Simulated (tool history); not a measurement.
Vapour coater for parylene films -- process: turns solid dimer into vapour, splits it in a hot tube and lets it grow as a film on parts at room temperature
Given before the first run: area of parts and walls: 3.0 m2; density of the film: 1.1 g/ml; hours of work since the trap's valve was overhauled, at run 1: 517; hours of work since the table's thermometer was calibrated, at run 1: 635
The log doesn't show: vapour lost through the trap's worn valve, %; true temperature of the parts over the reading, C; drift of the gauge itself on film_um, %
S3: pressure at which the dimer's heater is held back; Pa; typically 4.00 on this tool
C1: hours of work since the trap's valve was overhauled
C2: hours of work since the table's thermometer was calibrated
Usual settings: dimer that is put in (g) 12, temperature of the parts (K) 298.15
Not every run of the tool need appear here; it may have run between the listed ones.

{"run": 1, "day": 0.0, "dimer that is put in (g)": 12, "temperature of the parts (K)": 298.15, "S3": 4.0, "C1": 517, "C2": 635, "thickness of the film (nm)": 2570}
{"day": 0.579, "done": "trap's valve overhauled"}
{"run": 2, "day": 1.588, "dimer that is put in (g)": 12, "temperature of the parts (K)": 298.15, "S3": 4.0, "C1": 18, "C2": 661, "thickness of the film (nm)": 2580}
{"run": 3, "day": 4.321, "dimer that is put in (g)": 12, "temperature of the parts (K)": 298.15, "S3": 4.0, "C1": 68, "C2": 710, "thickness of the film (nm)": 2540}
{"run": 4, "day": 6.133, "dimer that is put in (g)": 12, "temperature of the parts (K)": 301.15, "S3": 4.0, "C1": 101, "C2": 743, "thickness of the film (nm)": 2320}
{"run": 5, "day": 9.112, "dimer that is put in (g)": 12, "temperature of the parts (K)": 301.15, "S3": 4.0, "C1": 155, "C2": 797, "thickness of the film (nm)": 2350}
{"run": 6, "day": 12.508, "dimer that is put in (g)": 12, "temperature of the parts (K)": 301.15, "S3": 4.0, "C1": 217, "C2": 859, "thickness of the film (nm)": 2330}
{"run": 7, "day": 14.95, "dimer that is put in (g)": 12, "temperature of the parts (K)": 297.15, "S3": 9.11, "C1": 261, "C2": 903, "thickness of the film (nm)": 2380}
{"run": 8, "day": 16.454, "dimer that is put in (g)": 12, "temperature of the parts (K)": 297.15, "S3": 9.11, "C1": 288, "C2": 931, "thickness of the film (nm)": 2370}

Estimate the outcome of run 9 from the log above:
{"run": 9, "day": 19.233, "dimer that is put in (g)": 8, "temperature of the parts (K)": 291.15, "S3": 3.77, "C1": 339, "C2": 981, "thickness of the film (nm)": "?"}

thickness of the film (nm): 2120
Were there no unlogged condition in the tool, this run, its random variation unchanged, would have produced thickness of the film (nm) 2140.
